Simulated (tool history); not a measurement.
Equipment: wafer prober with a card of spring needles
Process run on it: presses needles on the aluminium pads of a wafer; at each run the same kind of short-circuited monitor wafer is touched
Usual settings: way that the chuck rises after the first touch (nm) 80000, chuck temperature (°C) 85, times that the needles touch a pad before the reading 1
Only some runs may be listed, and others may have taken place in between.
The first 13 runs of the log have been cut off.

run,day,way that the chuck rises after the first touch (nm),chuck temperature (°C),times that the needles touch a pad before the reading,resistance of one needle with its contact and lead (mohm),way that a needle slides on the pad (nm)
14,3.600,80000,85,1,266,16310
15,3.871,80000,85,1,268,16250
# day 3.992: tips cleaned on abrasive film
16,4.033,91000,85,1,257,18530
17,4.383,91000,85,1,262,18460
18,4.721,91000,85,1,264,18480
# day 4.829: tips cleaned on abrasive film
19,5.046,80000,85,1,261,16230
20,5.371,80000,85,1,264,16200
# day 5.667: tips cleaned on abrasive film
21,5.750,63000,99,2,271,12720
22,5.925,63000,99,3,269,12730
23,6.146,63000,99,3,271,12740
24,6.329,94000,90,3,261,19030
# day 6.496: tips cleaned on abrasive film
25,6.508,94000,90,3,260,18970
26,6.712,97000,85,2,262,19590
27,6.892,97000,85,2,258,19550
28,7.096,64000,27,2,251,12910
# day 7.329: tips cleaned on abrasive film
29,7.404,64000,27,2,249,12900
30,7.700,65000,50,2,258,13070
31,8.062,65000,50,2,255,13040
# day 8.154: tips cleaned on abrasive film
32,8.367,65000,50,2,255,13040
# day 8.396: gauge calibrated
33,8.562,65000,50,2,257,13370
34,8.804,83000,100,3,261,17050

Alternative continuations, all from the tool just after run 34; predict every row:
A,8.962,82000,73,2,?,?
B,8.962,83000,100,1,?,?
C,8.962,61000,71,1,?,?
D,8.962,74000,57,3,?,?
E,8.962,76000,27,1,?,?

run,resistance of one needle with its contact and lead (mohm),way that a needle slides on the pad (nm)
A,258,16840
B,263,17050
C,264,12480
D,259,15200
E,243,15570
The same runs, with their run-to-run variation unchanged, on a tool lacking any hidden condition would have given:
run,resistance of one needle with its contact and lead (mohm),way that a needle slides on the pad (nm)
A,257,16870
B,263,17080
C,263,12500
D,259,15220
E,242,15600

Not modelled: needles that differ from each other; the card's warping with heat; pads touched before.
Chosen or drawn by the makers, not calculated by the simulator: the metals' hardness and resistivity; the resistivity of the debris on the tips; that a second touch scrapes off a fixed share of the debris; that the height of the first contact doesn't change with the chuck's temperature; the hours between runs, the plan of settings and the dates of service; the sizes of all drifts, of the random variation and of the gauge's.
